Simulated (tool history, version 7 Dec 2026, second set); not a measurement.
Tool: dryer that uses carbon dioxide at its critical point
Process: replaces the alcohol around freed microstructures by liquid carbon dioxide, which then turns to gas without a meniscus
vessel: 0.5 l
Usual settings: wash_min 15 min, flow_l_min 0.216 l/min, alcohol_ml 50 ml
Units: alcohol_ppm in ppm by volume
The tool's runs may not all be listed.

Run 1, hour 0: usual settings. Result: alcohol_ppm 1078 ppm by volume.
Run 2, hour 15.1: usual settings. Result: alcohol_ppm 1128 ppm by volume.
Run 3, hour 24.6: usual settings but wash_min 14 min. Result: alcohol_ppm 1505 ppm by volume.
Run 4, hour 46.7: usual settings but wash_min 11 min. Result: alcohol_ppm 3672 ppm by volume.
Run 5, hour 59.2: usual settings but wash_min 11 min. Result: alcohol_ppm 3763 ppm by volume.
Run 6, hour 71.7: usual settings but wash_min 11 min. Result: alcohol_ppm 3706 ppm by volume.
Run 7, hour 94.7: usual settings. Result: alcohol_ppm 1175 ppm by volume.
Run 8, hour 116.7: usual settings. Result: alcohol_ppm 1166 ppm by volume.
Run 9, hour 131.1: usual settings. Result: alcohol_ppm 1194 ppm by volume.
Run 10, hour 141.7: usual settings. Result: alcohol_ppm 1214 ppm by volume.
Run 11, hour 156.5: usual settings. Result: alcohol_ppm 1223 ppm by volume.
Run 12, hour 175.3: usual settings. Result: alcohol_ppm 1249 ppm by volume.
Run 13, hour 185.8: usual settings. Result: alcohol_ppm 1282 ppm by volume.
Run 14, hour 206.5: usual settings. Result: alcohol_ppm 1276 ppm by volume.
Run 15, hour 219.9: usual settings but wash_min 20 min. Result: alcohol_ppm 354 ppm by volume.
Run 16, hour 233.5: usual settings but wash_min 16 min, flow_l_min 0.345 l/min. Result: alcohol_ppm 120 ppm by volume.
Run 17, hour 247.7: usual settings but wash_min 20 min, flow_l_min 0.298 l/min, alcohol_ml 24 ml. Result: alcohol_ppm 82 ppm by volume.
Run 18, hour 257.6: usual settings but flow_l_min 0.177 l/min. Result: alcohol_ppm 2896 ppm by volume.
Run 19, hour 274.7: usual settings but wash_min 16 min, flow_l_min 0.305 l/min. Result: alcohol_ppm 213 ppm by volume.
Run 20, hour 291: usual settings but wash_min 16 min, flow_l_min 0.156 l/min, alcohol_ml 56 ml. Result: alcohol_ppm 3988 ppm by volume.
Run 21, hour 305.7: usual settings but flow_l_min 0.199 l/min. Result: alcohol_ppm 1947 ppm by volume.
Run 22, hour 323.7: usual settings but flow_l_min 0.199 l/min. Result: alcohol_ppm 1966 ppm by volume.
Run 23, hour 336.2: usual settings but wash_min 13 min, flow_l_min 0.317 l/min, alcohol_ml 21 ml. Result: alcohol_ppm 257 ppm by volume.
Run 24, hour 355.3: usual settings but wash_min 16 min, flow_l_min 0.317 l/min, alcohol_ml 92 ml. Result: alcohol_ppm 321 ppm by volume.
Run 25, hour 376.1: usual settings but wash_min 16 min, flow_l_min 0.317 l/min, alcohol_ml 92 ml. Result: alcohol_ppm 327 ppm by volume.
Run 26, hour 387.4: usual settings but wash_min 16 min, flow_l_min 0.317 l/min, alcohol_ml 92 ml. Result: alcohol_ppm 331 ppm by volume.
Run 27, hour 401.6: usual settings but wash_min 17 min, flow_l_min 0.259 l/min. Result: alcohol_ppm 420 ppm by volume.

4 ways to go on from here, each from the tool as it stands after run 27. What would each give?
Run A, hour 417.9: usual settings but wash_min 10 min, flow_l_min 0.331 l/min, alcohol_ml 22 ml. Result: alcohol_ppm ?.
Run B, hour 417.9: usual settings but wash_min 10 min, flow_l_min 0.334 l/min, alcohol_ml 38 ml. Result: alcohol_ppm ?.
Run C, hour 417.9: usual settings but wash_min 19 min, flow_l_min 0.182 l/min, alcohol_ml 106 ml. Result: alcohol_ppm ?.
Run D, hour 417.9: usual settings but wash_min 23 min, flow_l_min 0.152 l/min, alcohol_ml 98 ml. Result: alcohol_ppm ?.

run  alcohol_ppm
  A          709
  B         1113
  C         2443
  D         2158
Without the tool's hidden state the same runs would have given:
run  alcohol_ppm
  A          424
  B          684
  C         1531
  D         1341
